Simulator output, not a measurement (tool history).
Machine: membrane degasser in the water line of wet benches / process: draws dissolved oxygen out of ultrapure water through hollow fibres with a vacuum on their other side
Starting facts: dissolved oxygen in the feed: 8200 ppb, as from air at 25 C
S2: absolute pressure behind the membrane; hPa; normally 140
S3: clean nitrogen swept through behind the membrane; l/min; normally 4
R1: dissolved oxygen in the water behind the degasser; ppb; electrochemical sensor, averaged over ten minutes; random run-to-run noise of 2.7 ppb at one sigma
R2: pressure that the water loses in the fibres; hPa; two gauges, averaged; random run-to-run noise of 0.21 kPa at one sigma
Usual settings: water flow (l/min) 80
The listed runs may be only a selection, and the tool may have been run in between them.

Run 1, hour 0: usual settings. Result: R1 474.3 ppb, R2 507.9 hPa.
Run 2, hour 59.3: usual settings. Result: R1 477.3 ppb, R2 500.6 hPa.
Run 3, hour 104.3: usual settings but S3 3.43 l/min. Result: R1 539.2 ppb, R2 504.7 hPa.
Run 4, hour 155.5: usual settings but S3 3.43 l/min. Result: R1 540.4 ppb, R2 500.5 hPa.
Run 5, hour 187.4: usual settings. Result: R1 472.9 ppb, R2 504.3 hPa.
Run 6, hour 231.7: usual settings. Result: R1 474.7 ppb, R2 507.1 hPa.
Run 7, hour 289.5: usual settings but water flow (l/min) 102, S2 139 hPa, S3 1.92 l/min. Result: R1 1017.3 ppb, R2 650 hPa.
Run 8, hour 321.2: usual settings but water flow (l/min) 102, S2 139 hPa, S3 1.92 l/min. Result: R1 1010.7 ppb, R2 644.4 hPa.
Run 9, hour 362.2: usual settings but water flow (l/min) 67, S2 139 hPa, S3 1.92 l/min. Result: R1 725.8 ppb, R2 425.8 hPa.
Run 10, hour 391.2: usual settings but water flow (l/min) 103, S2 139 hPa, S3 5.51 l/min. Result: R1 478.2 ppb, R2 649.9 hPa.
Run 11, hour 428.4: usual settings but water flow (l/min) 103, S2 85 hPa, S3 2.16 l/min. Result: R1 512.9 ppb, R2 654.2 hPa.
Run 12, hour 470.6: usual settings but S3 2.21 l/min. Result: R1 765.1 ppb, R2 504.8 hPa.

Each row is a separate what-if for the run after 12, all from the same tool condition, not one after another. Results?
Run A, hour 498.5: usual settings but water flow (l/min) 104, S2 148 hPa, S3 1.6 l/min. Result: R1 ?, R2 ?.
Run B, hour 498.5: usual settings but water flow (l/min) 72, S2 310 hPa, S3 6.24 l/min. Result: R1 ?, R2 ?.
Run C, hour 498.5: usual settings but water flow (l/min) 83, S3 4.79 l/min. Result: R1 ?, R2 ?.

run      R1     R2
  A  1244.7  656.9
  B   702.3  454.8
  C   424.6  525.2
With no hidden state in the tool, these same runs would have given:
run      R1     R2
  A  1237.4  647.1
  B   697.7    448
  C     420  517.4
